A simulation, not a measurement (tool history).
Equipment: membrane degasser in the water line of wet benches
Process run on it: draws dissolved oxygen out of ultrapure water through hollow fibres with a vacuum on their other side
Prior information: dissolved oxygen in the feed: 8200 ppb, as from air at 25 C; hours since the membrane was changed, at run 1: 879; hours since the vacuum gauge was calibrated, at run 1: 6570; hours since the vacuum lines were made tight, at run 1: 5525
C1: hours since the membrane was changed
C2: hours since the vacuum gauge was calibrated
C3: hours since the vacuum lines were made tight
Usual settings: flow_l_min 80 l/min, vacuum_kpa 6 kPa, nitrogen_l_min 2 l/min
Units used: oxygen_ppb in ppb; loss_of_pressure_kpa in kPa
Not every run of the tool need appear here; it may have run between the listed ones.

Run 1, hour 0: usual settings; C1 879; C2 6570; C3 5525. Result: oxygen_ppb 347 ppb, loss_of_pressure_kpa 56.96 kPa.
Run 2, hour 187.4: usual settings; C1 1067; C2 6758; C3 5713. Result: oxygen_ppb 345 ppb, loss_of_pressure_kpa 57.01 kPa.
Run 3, hour 440: usual settings; C1 1319; C2 7010; C3 5965. Result: oxygen_ppb 347.3 ppb, loss_of_pressure_kpa 57.25 kPa.
Run 4, hour 655.5: usual settings; C1 1535; C2 7226; C3 6181. Result: oxygen_ppb 350.7 ppb, loss_of_pressure_kpa 57.4 kPa.
Run 5, hour 814.9: usual settings; C1 1694; C2 7385; C3 6340. Result: oxygen_ppb 348.4 ppb, loss_of_pressure_kpa 57.46 kPa.
Run 6, hour 981.3: usual settings; C1 1861; C2 7552; C3 6506. Result: oxygen_ppb 347.5 ppb, loss_of_pressure_kpa 57.57 kPa.
At hour 1043.1: vacuum gauge calibrated.
Run 7, hour 1201.5: usual settings; C1 2080; C2 158; C3 6726. Result: oxygen_ppb 372.8 ppb, loss_of_pressure_kpa 57.59 kPa.
Run 8, hour 1344: usual settings; C1 2223; C2 301; C3 6869. Result: oxygen_ppb 380 ppb, loss_of_pressure_kpa 57.7 kPa.
Run 9, hour 1558.7: usual settings; C1 2438; C2 516; C3 7083. Result: oxygen_ppb 374.6 ppb, loss_of_pressure_kpa 57.6 kPa.
Run 10, hour 1675.9: usual settings; C1 2555; C2 633; C3 7201. Result: oxygen_ppb 382.3 ppb, loss_of_pressure_kpa 57.91 kPa.
Run 11, hour 1876.4: usual settings; C1 2755; C2 833; C3 7401. Result: oxygen_ppb 378.8 ppb, loss_of_pressure_kpa 57.91 kPa.
Run 12, hour 2095.9: usual settings but flow_l_min 62 l/min, vacuum_kpa 4.3 kPa, nitrogen_l_min 2.49 l/min; C1 2975; C2 1053; C3 7621. Result: oxygen_ppb 147.2 ppb, loss_of_pressure_kpa 45.13 kPa.
Run 13, hour 2211.9: usual settings but flow_l_min 62 l/min, vacuum_kpa 4.3 kPa, nitrogen_l_min 2.49 l/min; C1 3091; C2 1169; C3 7737. Result: oxygen_ppb 144.5 ppb, loss_of_pressure_kpa 44.81 kPa.
At hour 2341.5: vacuum gauge calibrated, once more.
Run 14, hour 2380.4: usual settings but flow_l_min 62 l/min, vacuum_kpa 4.3 kPa, nitrogen_l_min 2.49 l/min; C1 3259; C2 39; C3 7905. Result: oxygen_ppb 98.4 ppb, loss_of_pressure_kpa 44.81 kPa.
Run 15, hour 2515.7: usual settings but flow_l_min 120 l/min, vacuum_kpa 10.43 kPa, nitrogen_l_min 1.87 l/min; C1 3394; C2 174; C3 8040. Result: oxygen_ppb 1034.7 ppb, loss_of_pressure_kpa 87.32 kPa.
Run 16, hour 2714.3: usual settings but vacuum_kpa 3.81 kPa; C1 3593; C2 373; C3 8238. Result: oxygen_ppb 153.1 ppb, loss_of_pressure_kpa 58.09 kPa.
Run 17, hour 2952.9: usual settings but flow_l_min 53 l/min, vacuum_kpa 3.81 kPa, nitrogen_l_min 1.55 l/min; C1 3831; C2 611; C3 8477. Result: oxygen_ppb 66.1 ppb, loss_of_pressure_kpa 38.54 kPa.
At hour 3000.4: seals of the vacuum lines changed.
Run 18, hour 3155.3: usual settings but flow_l_min 53 l/min, vacuum_kpa 3.81 kPa, nitrogen_l_min 1.55 l/min; C1 4032; C2 812; C3 155. Result: oxygen_ppb 67.6 ppb, loss_of_pressure_kpa 38.6 kPa.
Run 19, hour 3263: usual settings but flow_l_min 52 l/min, vacuum_kpa 5.95 kPa, nitrogen_l_min 1.55 l/min; C1 4139; C2 920; C3 263. Result: oxygen_ppb 213.4 ppb, loss_of_pressure_kpa 37.97 kPa.
Run 20, hour 3523.1: usual settings but flow_l_min 86 l/min, vacuum_kpa 14.55 kPa, nitrogen_l_min 1.07 l/min; C1 4399; C2 1180; C3 523. Result: oxygen_ppb 1415.9 ppb, loss_of_pressure_kpa 62.75 kPa.
Run 21, hour 3780.2: usual settings but flow_l_min 107 l/min, vacuum_kpa 10.53 kPa, nitrogen_l_min 1.13 l/min; C1 4656; C2 1437; C3 780. Result: oxygen_ppb 1200.9 ppb, loss_of_pressure_kpa 78.85 kPa.
Run 22, hour 4018.3: usual settings but flow_l_min 107 l/min, vacuum_kpa 10.53 kPa, nitrogen_l_min 1.13 l/min; C1 4895; C2 1675; C3 1018. Result: oxygen_ppb 1212.4 ppb, loss_of_pressure_kpa 78.31 kPa.

Predict each of these 4 candidate next runs independently; none follows another, all start after run 22:
Run A, hour 4130.5: usual settings but flow_l_min 96 l/min; C1 5007; C2 1787; C3 1130. Result: oxygen_ppb ?, loss_of_pressure_kpa ?.
Run B, hour 4130.5: usual settings but flow_l_min 107 l/min, vacuum_kpa 4.72 kPa, nitrogen_l_min 3.15 l/min; C1 5007; C2 1787; C3 1130. Result: oxygen_ppb ?, loss_of_pressure_kpa ?.
Run C, hour 4130.5: usual settings but flow_l_min 72 l/min, vacuum_kpa 10.53 kPa, nitrogen_l_min 2.39 l/min; C1 5007; C2 1787; C3 1130. Result: oxygen_ppb ?, loss_of_pressure_kpa ?.
Run D, hour 4130.5: usual settings but flow_l_min 49 l/min, vacuum_kpa 11 kPa; C1 5007; C2 1787; C3 1130. Result: oxygen_ppb ?, loss_of_pressure_kpa ?.

run  oxygen_ppb  loss_of_pressure_kpa
  A       447.2                 70.56
  B       364.8                 78.61
  C       515.4                 53.02
  D       422.4                 36.07
Stripped of hidden state, with their random variation kept, the same runs would have yielded:
run  oxygen_ppb  loss_of_pressure_kpa
  A       413.1                    68
  B       326.4                 75.76
  C       497.6                 51.11
  D       413.3                 34.77
